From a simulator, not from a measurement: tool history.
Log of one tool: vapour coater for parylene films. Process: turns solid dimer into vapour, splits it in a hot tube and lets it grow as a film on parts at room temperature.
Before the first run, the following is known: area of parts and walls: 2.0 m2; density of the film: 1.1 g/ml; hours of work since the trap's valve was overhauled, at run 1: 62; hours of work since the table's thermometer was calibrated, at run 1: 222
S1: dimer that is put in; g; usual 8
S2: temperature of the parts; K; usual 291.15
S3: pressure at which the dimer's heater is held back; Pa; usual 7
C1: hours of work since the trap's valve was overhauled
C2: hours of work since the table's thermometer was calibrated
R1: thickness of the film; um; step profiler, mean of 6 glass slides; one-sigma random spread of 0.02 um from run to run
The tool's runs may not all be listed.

Run 1, day 0: usual settings; C1 62; C2 222. Result: R1 2.39 um.
Run 2, day 0.35: usual settings but S3 5.4 Pa; C1 66; C2 226. Result: R1 2.45 um.
Run 3, day 0.95: usual settings but S3 5.4 Pa; C1 74; C2 234. Result: R1 2.44 um.
Run 4, day 1.492: usual settings but S2 298.15 K; C1 81; C2 241. Result: R1 1.94 um.
Run 5, day 2.046: usual settings but S2 298.15 K; C1 89; C2 249. Result: R1 1.9 um.
Run 6, day 2.312: usual settings but S3 2.66 Pa; C1 92; C2 252. Result: R1 2.67 um.
Run 7, day 2.625: usual settings but S3 10.69 Pa; C1 96; C2 256. Result: R1 2.2 um.
Run 8, day 2.95: usual settings but S3 10.69 Pa; C1 101; C2 261. Result: R1 2.19 um.
Run 9, day 3.362: usual settings but S1 11 g, S2 288.15 K, S3 10.08 Pa; C1 106; C2 266. Result: R1 3.31 um.

The next listed run, before its measurement:
Run 10, day 3.888: usual settings but S1 3 g, S3 5.81 Pa; C1 113; C2 273. Result: R1 ?.

{"run 10": {"R1": 0.89}}
Take away the tool's hidden state, keep the run-to-run variation as it was, and the same run would have given R1 0.92 um.
